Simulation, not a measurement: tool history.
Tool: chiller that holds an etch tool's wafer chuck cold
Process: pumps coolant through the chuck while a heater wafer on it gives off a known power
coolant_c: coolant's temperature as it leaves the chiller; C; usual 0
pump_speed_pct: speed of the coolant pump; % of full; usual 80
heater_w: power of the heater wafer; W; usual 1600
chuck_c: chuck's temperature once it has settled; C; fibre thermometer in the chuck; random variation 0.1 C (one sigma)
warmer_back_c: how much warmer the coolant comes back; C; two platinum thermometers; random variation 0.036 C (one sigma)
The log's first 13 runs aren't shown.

run 14 day=16.050 | coolant_c=0 pump_speed_pct=80 heater_w=1600 | chuck_c=14.9 warmer_back_c=6.87
run 15 day=16.792 | coolant_c=0 pump_speed_pct=80 heater_w=1600 | chuck_c=14.9 warmer_back_c=6.83
run 16 day=17.762 | coolant_c=0 pump_speed_pct=80 heater_w=1600 | chuck_c=15.0 warmer_back_c=6.93
run 17 day=19.538 | coolant_c=0 pump_speed_pct=78 heater_w=1600 | chuck_c=15.2 warmer_back_c=7.03
run 18 day=20.312 | coolant_c=-4 pump_speed_pct=92 heater_w=819 | chuck_c=2.8 warmer_back_c=3.07
run 19 day=21.417 | coolant_c=1 pump_speed_pct=87 heater_w=1600 | chuck_c=14.9 warmer_back_c=6.36
run 20 day=23.221 | coolant_c=1 pump_speed_pct=68 heater_w=1453 | chuck_c=16.6 warmer_back_c=7.39
run 21 day=24.100 | coolant_c=1 pump_speed_pct=71 heater_w=1591 | chuck_c=17.3 warmer_back_c=7.75
run 22 day=24.896 | coolant_c=-4 pump_speed_pct=68 heater_w=1269 | chuck_c=9.6 warmer_back_c=6.48
run 23 day=26.104 | coolant_c=0 pump_speed_pct=78 heater_w=1427 | chuck_c=13.7 warmer_back_c=6.33
run 24 day=26.892 | coolant_c=5 pump_speed_pct=62 heater_w=808 | chuck_c=14.2 warmer_back_c=4.49
run 25 day=28.225 | coolant_c=-2 pump_speed_pct=86 heater_w=2286 | chuck_c=18.2 warmer_back_c=9.25
run 26 day=29.821 | coolant_c=-2 pump_speed_pct=86 heater_w=2286 | chuck_c=18.3 warmer_back_c=9.20
run 27 day=31.029 | coolant_c=-2 pump_speed_pct=86 heater_w=2286 | chuck_c=18.5 warmer_back_c=9.22
run 28 day=32.483 | coolant_c=0 pump_speed_pct=94 heater_w=1742 | chuck_c=14.6 warmer_back_c=6.45
run 29 day=33.988 | coolant_c=-3 pump_speed_pct=99 heater_w=1600 | chuck_c=9.7 warmer_back_c=5.60
run 30 day=35.308 | coolant_c=-1 pump_speed_pct=64 heater_w=1720 | chuck_c=18.4 warmer_back_c=9.34
run 31 day=36.392 | coolant_c=8 pump_speed_pct=64 heater_w=1662 | chuck_c=26.7 warmer_back_c=9.10

4 ways to go on from here, each from the tool as it stands after run 31. What would each give?
run A day=37.946 | coolant_c=-9 pump_speed_pct=65 heater_w=986 | chuck_c=? warmer_back_c=?
run B day=37.946 | coolant_c=6 pump_speed_pct=67 heater_w=1815 | chuck_c=? warmer_back_c=?
run C day=37.946 | coolant_c=-8 pump_speed_pct=64 heater_w=1156 | chuck_c=? warmer_back_c=?
run D day=37.946 | coolant_c=-9 pump_speed_pct=71 heater_w=1600 | chuck_c=? warmer_back_c=?

run=A chuck_c=1.9 warmer_back_c=5.28
run=B chuck_c=25.7 warmer_back_c=9.39
run=C chuck_c=4.9 warmer_back_c=6.29
run=D chuck_c=7.6 warmer_back_c=7.85
Without the tool's hidden state the same runs would have given:
run=A chuck_c=0.0 warmer_back_c=5.04
run=B chuck_c=22.2 warmer_back_c=8.96
run=C chuck_c=2.7 warmer_back_c=6.00
run=D chuck_c=4.7 warmer_back_c=7.49

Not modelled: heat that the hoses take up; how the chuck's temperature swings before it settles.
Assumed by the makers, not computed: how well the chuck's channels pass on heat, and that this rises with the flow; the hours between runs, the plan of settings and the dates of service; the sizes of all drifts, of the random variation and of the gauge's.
